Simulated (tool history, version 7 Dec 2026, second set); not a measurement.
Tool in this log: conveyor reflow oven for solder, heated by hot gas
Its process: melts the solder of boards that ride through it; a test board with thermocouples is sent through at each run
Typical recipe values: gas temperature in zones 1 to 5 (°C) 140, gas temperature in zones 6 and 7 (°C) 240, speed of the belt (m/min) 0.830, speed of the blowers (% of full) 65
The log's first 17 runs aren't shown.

run,hour,gas temperature in zones 1 to 5 (°C),gas temperature in zones 6 and 7 (°C),speed of the belt (m/min),speed of the blowers (% of full),highest temperature of the board (°C),time above the solder's melting point (s)
18,1110.9,151,251,0.830,65,223.6,42.6
19,1155.9,125,251,0.830,67,217.1,34.3
# hour 1217.9: flux residue cleaned out of gas plates and filters
20,1240.6,140,240,0.830,79,216.4,37.2
21,1324.4,138,234,0.938,77,206.3,26.2
22,1384.9,138,234,0.938,77,205.3,26.6
23,1435.3,138,234,0.938,77,205.3,26.1
24,1517.1,138,234,0.938,77,205.5,26.1
25,1563.5,138,234,0.938,77,204.5,25.0
26,1622.4,138,234,0.918,51,196.9,18.2
27,1660.1,138,234,0.918,51,197.8,18.8
# hour 1701.4: flux residue cleaned out of gas plates and filters
28,1708.5,127,238,0.918,51,197.5,17.9
29,1747.3,127,238,0.918,51,197.4,17.2
30,1809.2,140,238,0.764,74,215.9,40.5

Each row is a separate what-if for the run after 30, all from the same tool condition, not one after another. Results?
A,1867.1,133,240,0.730,65,?,?
B,1867.1,129,240,0.954,60,?,?
C,1867.1,136,249,0.764,88,?,?

run,highest temperature of the board (°C),time above the solder's melting point (s)
A,215.4,39.8
B,200.6,20.0
C,226.9,46.3
With no hidden state in the tool, these same runs would have given:
run,highest temperature of the board (°C),time above the solder's melting point (s)
A,218.3,40.8
B,203.2,21.6
C,230.1,46.9

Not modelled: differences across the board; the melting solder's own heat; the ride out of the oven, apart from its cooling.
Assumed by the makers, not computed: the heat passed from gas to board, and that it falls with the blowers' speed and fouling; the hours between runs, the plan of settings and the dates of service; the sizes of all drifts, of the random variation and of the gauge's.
